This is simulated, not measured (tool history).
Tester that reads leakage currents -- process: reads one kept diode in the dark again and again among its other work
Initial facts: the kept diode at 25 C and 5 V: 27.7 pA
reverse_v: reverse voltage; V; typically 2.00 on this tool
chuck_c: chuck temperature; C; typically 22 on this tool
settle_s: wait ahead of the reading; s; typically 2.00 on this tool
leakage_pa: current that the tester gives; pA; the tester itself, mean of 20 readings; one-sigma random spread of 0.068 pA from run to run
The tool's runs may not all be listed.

run,hour,reverse_v,chuck_c,settle_s,leakage_pa
1,0.0,2.00,22,2.00,17.98
2,14.0,2.66,22,2.00,20.59
3,29.9,2.00,22,2.00,17.85
4,52.0,2.00,22,2.00,17.86
5,82.7,2.00,22,2.00,17.88
6,101.5,2.00,22,2.00,17.86
7,121.5,2.00,47,2.00,145.48
8,140.2,10.73,47,0.76,278.15
# hour 144.3: chuck's temperature calibrated
9,162.5,10.73,47,0.76,277.40
10,188.6,12.23,59,1.20,734.74
11,204.9,4.78,36,2.44,81.89
# hour 224.7: chuck's temperature calibrated, once more
12,227.7,4.78,36,2.44,84.24

Predict each of these 4 candidate next runs independently; none follows another, all start after run 12:
A,251.9,18.17,22,1.38,?
B,251.9,1.34,36,0.33,?
C,251.9,2.36,25,0.52,?
D,251.9,7.90,31,1.31,?

run,leakage_pa
A,64.84
B,51.22
C,25.79
D,71.81
Had the tool no hidden state, the same runs would have come out as:
run,leakage_pa
A,35.73
B,48.87
C,21.95
D,58.97
